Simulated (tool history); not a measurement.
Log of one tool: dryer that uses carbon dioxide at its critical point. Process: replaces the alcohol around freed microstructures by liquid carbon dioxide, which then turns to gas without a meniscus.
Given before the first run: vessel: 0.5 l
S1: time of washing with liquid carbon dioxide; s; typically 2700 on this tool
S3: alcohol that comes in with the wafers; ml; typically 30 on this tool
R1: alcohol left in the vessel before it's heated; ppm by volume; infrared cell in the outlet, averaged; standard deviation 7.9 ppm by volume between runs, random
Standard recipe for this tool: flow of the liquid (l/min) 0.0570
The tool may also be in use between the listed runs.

run 1 hour=0.0 | S1=2700 flow_of_the_liquid_(l/min)=0.0570 S3=30 | R1=630
run 2 hour=6.1 | S1=4200 flow_of_the_liquid_(l/min)=0.0570 S3=30 | R1=120
run 3 hour=14.2 | S1=4200 flow_of_the_liquid_(l/min)=0.0570 S3=30 | R1=105
run 4 hour=19.1 | S1=4200 flow_of_the_liquid_(l/min)=0.0784 S3=30 | R1=72
run 5 hour=26.4 | S1=4200 flow_of_the_liquid_(l/min)=0.0784 S3=39 | R1=73
run 6 hour=33.6 | S1=4200 flow_of_the_liquid_(l/min)=0.0784 S3=39 | R1=70
run 7 hour=42.1 | S1=4200 flow_of_the_liquid_(l/min)=0.0784 S3=39 | R1=88
run 8 hour=48.7 | S1=4200 flow_of_the_liquid_(l/min)=0.0784 S3=39 | R1=83
run 9 hour=56.7 | S1=4200 flow_of_the_liquid_(l/min)=0.0784 S3=39 | R1=84
run 10 hour=64.7 | S1=4200 flow_of_the_liquid_(l/min)=0.0784 S3=39 | R1=83
run 11 hour=72.2 | S1=4200 flow_of_the_liquid_(l/min)=0.0784 S3=39 | R1=88
run 12 hour=77.9 | S1=4200 flow_of_the_liquid_(l/min)=0.0784 S3=39 | R1=79
run 13 hour=87.1 | S1=4200 flow_of_the_liquid_(l/min)=0.0784 S3=39 | R1=82
run 14 hour=94.8 | S1=4200 flow_of_the_liquid_(l/min)=0.0784 S3=39 | R1=85
run 15 hour=104.1 | S1=4200 flow_of_the_liquid_(l/min)=0.0784 S3=39 | R1=82
run 16 hour=113.9 | S1=4200 flow_of_the_liquid_(l/min)=0.0784 S3=39 | R1=89
run 17 hour=118.4 | S1=2700 flow_of_the_liquid_(l/min)=0.0570 S3=30 | R1=711
run 18 hour=124.4 | S1=2700 flow_of_the_liquid_(l/min)=0.0570 S3=30 | R1=708
run 19 hour=131.5 | S1=2700 flow_of_the_liquid_(l/min)=0.0570 S3=30 | R1=710
run 20 hour=137.8 | S1=2700 flow_of_the_liquid_(l/min)=0.0570 S3=30 | R1=729
run 21 hour=144.6 | S1=2700 flow_of_the_liquid_(l/min)=0.0570 S3=30 | R1=760
run 22 hour=150.1 | S1=2280 flow_of_the_liquid_(l/min)=0.0570 S3=30 | R1=1403
run 23 hour=160.7 | S1=3840 flow_of_the_liquid_(l/min)=0.0570 S3=30 | R1=192
run 24 hour=166.4 | S1=2700 flow_of_the_liquid_(l/min)=0.0570 S3=37 | R1=899
run 25 hour=174.5 | S1=2580 flow_of_the_liquid_(l/min)=0.0525 S3=24 | R1=988
run 26 hour=182.1 | S1=2700 flow_of_the_liquid_(l/min)=0.0876 S3=30 | R1=169
run 27 hour=190.2 | S1=2700 flow_of_the_liquid_(l/min)=0.0624 S3=89 | R1=1425
run 28 hour=195.1 | S1=1800 flow_of_the_liquid_(l/min)=0.0624 S3=30 | R1=2345
run 29 hour=204.2 | S1=1620 flow_of_the_liquid_(l/min)=0.0374 S3=30 | R1=10132
run 30 hour=213.0 | S1=2220 flow_of_the_liquid_(l/min)=0.0602 S3=30 | R1=1344
run 31 hour=219.8 | S1=2220 flow_of_the_liquid_(l/min)=0.0602 S3=30 | R1=1381
run 32 hour=227.3 | S1=2220 flow_of_the_liquid_(l/min)=0.0476 S3=30 | R1=2827
run 33 hour=231.9 | S1=3180 flow_of_the_liquid_(l/min)=0.0615 S3=91 | R1=775
run 34 hour=237.9 | S1=3180 flow_of_the_liquid_(l/min)=0.0615 S3=91 | R1=754
run 35 hour=244.1 | S1=3120 flow_of_the_liquid_(l/min)=0.0893 S3=53 | R1=150
run 36 hour=252.6 | S1=1680 flow_of_the_liquid_(l/min)=0.0905 S3=53 | R1=1616
run 37 hour=261.5 | S1=1800 flow_of_the_liquid_(l/min)=0.0905 S3=53 | R1=1260
run 38 hour=270.9 | S1=2340 flow_of_the_liquid_(l/min)=0.0456 S3=83 | R1=7578
run 39 hour=276.0 | S1=2580 flow_of_the_liquid_(l/min)=0.0456 S3=69 | R1=4699
run 40 hour=282.7 | S1=2580 flow_of_the_liquid_(l/min)=0.0456 S3=69 | R1=4635
run 41 hour=289.6 | S1=3180 flow_of_the_liquid_(l/min)=0.0761 S3=27 | R1=174
run 42 hour=296.9 | S1=3180 flow_of_the_liquid_(l/min)=0.0832 S3=30 | R1=147
run 43 hour=301.6 | S1=2100 flow_of_the_liquid_(l/min)=0.0570 S3=22 | R1=1606
run 44 hour=307.7 | S1=2100 flow_of_the_liquid_(l/min)=0.0570 S3=22 | R1=1575
run 45 hour=316.3 | S1=2700 flow_of_the_liquid_(l/min)=0.0673 S3=31 | R1=482
run 46 hour=322.4 | S1=4140 flow_of_the_liquid_(l/min)=0.0480 S3=27 | R1=294
run 47 hour=330.1 | S1=2700 flow_of_the_liquid_(l/min)=0.0443 S3=30 | R1=2030

Hidden state or all else? Some run-to-run changes of R1, split into what the settings, what came in and random variation would give without the hidden state, and what is left for the hidden state (with any gauge scatter that isn't in both results):
Hidden conditions of the tool in this case: flow that reaches the vessel past the clogged filter, %; alcohol in the recycled carbon dioxide, ppm; drift of the gauge itself on alcohol_ppm, %.
Run 28 -> 29: S1 1800 -> 1620, flow of the liquid (l/min) 0.0624 -> 0.0374. R1 +7787 ppm by volume: hidden state +1264, all else +6523.
Run 29 -> 30: S1 1620 -> 2220, flow of the liquid (l/min) 0.0374 -> 0.0602. R1 -8788 ppm by volume: hidden state -1507, all else -7281.
Run 37 -> 38: S1 1800 -> 2340, flow of the liquid (l/min) 0.0905 -> 0.0456, S3 53 -> 83. R1 +6318 ppm by volume: hidden state +2075, all else +4243.
Run 40 -> 41: S1 2580 -> 3180, flow of the liquid (l/min) 0.0456 -> 0.0761, S3 69 -> 27. R1 -4461 ppm by volume: hidden state -1695, all else -2766.
